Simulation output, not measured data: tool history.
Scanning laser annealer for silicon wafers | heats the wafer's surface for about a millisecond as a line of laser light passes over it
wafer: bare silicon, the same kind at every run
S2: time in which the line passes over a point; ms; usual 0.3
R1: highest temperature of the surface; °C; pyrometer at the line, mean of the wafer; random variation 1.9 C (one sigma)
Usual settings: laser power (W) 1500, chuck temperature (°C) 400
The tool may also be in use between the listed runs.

Run 1, day 0: usual settings. Result: R1 1213 °C.
Run 2, day 1.188: usual settings. Result: R1 1210 °C.
Run 3, day 1.712: usual settings. Result: R1 1208 °C.
Run 4, day 2.3: usual settings. Result: R1 1208 °C.
Run 5, day 3.3: usual settings but chuck temperature (°C) 404. Result: R1 1214 °C.
Run 6, day 4.388: usual settings. Result: R1 1206 °C.
Run 7, day 5.45: usual settings. Result: R1 1203 °C.
Run 8, day 6.175: usual settings but laser power (W) 1441. Result: R1 1161 °C.
Run 9, day 6.733: usual settings but laser power (W) 1441. Result: R1 1160 °C.
Run 10, day 7.662: usual settings but S2 0.277 ms. Result: R1 1171 °C.
Run 11, day 8.492: usual settings but S2 0.277 ms. Result: R1 1167 °C.
Run 12, day 9.725: usual settings. Result: R1 1198 °C.
Run 13, day 10.654: usual settings. Result: R1 1194 °C.
Run 14, day 11.458: usual settings. Result: R1 1195 °C.
Run 15, day 12.567: usual settings. Result: R1 1189 °C.
Run 16, day 13.142: usual settings but laser power (W) 1551. Result: R1 1224 °C.
Run 17, day 13.988: usual settings but laser power (W) 1551. Result: R1 1221 °C.
Run 18, day 14.721: usual settings but laser power (W) 1551, chuck temperature (°C) 408. Result: R1 1227 °C.
Run 19, day 15.842: usual settings but laser power (W) 1479, S2 0.23 ms, chuck temperature (°C) 370. Result: R1 1046 °C.
Run 20, day 16.442: usual settings but laser power (W) 1479, S2 0.23 ms, chuck temperature (°C) 370. Result: R1 1047 °C.
At day 17.204: window over the wafer cleaned.
Run 21, day 17.204: usual settings but laser power (W) 1472, S2 0.211 ms, chuck temperature (°C) 428. Result: R1 1099 °C.
Run 22, day 17.775: usual settings but laser power (W) 1472, S2 0.211 ms, chuck temperature (°C) 428. Result: R1 1101 °C.
Run 23, day 18.838: usual settings but laser power (W) 1648, S2 0.211 ms, chuck temperature (°C) 389. Result: R1 1169 °C.
Run 24, day 19.404: usual settings but laser power (W) 1518, S2 0.297 ms. Result: R1 1222 °C.
Run 25, day 20.296: usual settings but laser power (W) 1518, S2 0.297 ms. Result: R1 1217 °C.
Run 26, day 20.846: usual settings but laser power (W) 1324, S2 0.367 ms. Result: R1 1152 °C.
Run 27, day 21.808: usual settings but laser power (W) 1324, S2 0.347 ms, chuck temperature (°C) 401. Result: R1 1136 °C.
Run 28, day 22.717: usual settings but laser power (W) 1324, S2 0.347 ms, chuck temperature (°C) 401. Result: R1 1133 °C.
Run 29, day 23.5: usual settings but S2 0.272 ms. Result: R1 1166 °C.
Run 30, day 24.588: usual settings but S2 0.224 ms, chuck temperature (°C) 375. Result: R1 1077 °C.
Run 31, day 25.496: usual settings but laser power (W) 1314, chuck temperature (°C) 387. Result: R1 1058 °C.
Run 32, day 26.483: usual settings but laser power (W) 1574, S2 0.322 ms, chuck temperature (°C) 362. Result: R1 1245 °C.

Hidden state or all else? Some run-to-run changes of R1, split into what the settings, what came in and random variation would give without the hidden state, and what is left for the hidden state (with any gauge scatter that isn't in both results):
The hidden state here: light that passes the window, % of a clean one's; laser's true power over the reading, %; width of the line over the set one, %; drift of the gauge itself on peak_c, C.
Run 18 -> 19: laser power (W) 1551 -> 1479, S2 0.3 -> 0.23, chuck temperature (°C) 408 -> 370. R1 -181 °C: hidden state +4, all else -185.
Run 20 -> 21: laser power (W) 1479 -> 1472, S2 0.23 -> 0.211, chuck temperature (°C) 370 -> 428, window over the wafer cleaned. R1 +52 °C: hidden state +29, all else +23.
Run 29 -> 30: S2 0.272 -> 0.224, chuck temperature (°C) 400 -> 375. R1 -89 °C: hidden state +0, all else -89.
Run 31 -> 32: laser power (W) 1314 -> 1574, S2 0.3 -> 0.322, chuck temperature (°C) 387 -> 362. R1 +187 °C: hidden state -6, all else +193.
